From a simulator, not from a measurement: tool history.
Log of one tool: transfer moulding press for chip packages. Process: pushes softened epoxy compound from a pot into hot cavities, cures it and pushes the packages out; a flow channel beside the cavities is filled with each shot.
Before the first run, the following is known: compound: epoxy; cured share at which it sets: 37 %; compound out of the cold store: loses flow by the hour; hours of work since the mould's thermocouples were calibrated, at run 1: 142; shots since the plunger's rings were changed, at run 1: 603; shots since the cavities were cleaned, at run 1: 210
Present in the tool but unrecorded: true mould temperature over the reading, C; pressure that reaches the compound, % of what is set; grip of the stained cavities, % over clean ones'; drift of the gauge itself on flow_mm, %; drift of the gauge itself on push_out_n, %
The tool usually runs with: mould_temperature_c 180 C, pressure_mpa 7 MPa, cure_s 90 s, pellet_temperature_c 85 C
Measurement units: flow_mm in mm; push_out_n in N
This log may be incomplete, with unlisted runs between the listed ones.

run,hour,mould_temperature_c,pressure_mpa,cure_s,pellet_temperature_c,hours of work since the mould's thermocouples were calibrated,shots since the plunger's rings were changed,shots since the cavities were cleaned,incoming compound's hours out of the cold store,flow_mm,push_out_n
1,0,180,7,90,85,142,603,210,30.4,780,450
2,5.8,180,7,90,85,145,659,266,22.7,804,456
3,13.4,180,7,90,85,149,733,340,28.3,795,476
4,18.2,180,7,90,85,152,779,386,12.6,825,494
5,23.8,180,7,90,85,154,832,439,15.6,816,529
6,30.9,180,7,90,85,158,901,508,24.2,793,500
7,38.3,175,6.92,83,89,162,973,580,11.4,840,911
8,43.2,180,6.09,90,78,164,1021,628,16.5,757,556
9,51.7,180,6.09,90,78,169,1102,709,26.7,731,538
10,59,180,6.09,90,78,172,1173,780,26,729,539

Run 11 has not been measured yet. What should we expect?
11,66.5,180,6.09,90,78,176,1245,852,32.6,?,?

{"run 11": {"flow_mm": 722, "push_out_n": 575}}
Take away the tool's hidden state, keep the run-to-run variation as it was, and the same run would have given flow_mm 745 mm, push_out_n 376 N.
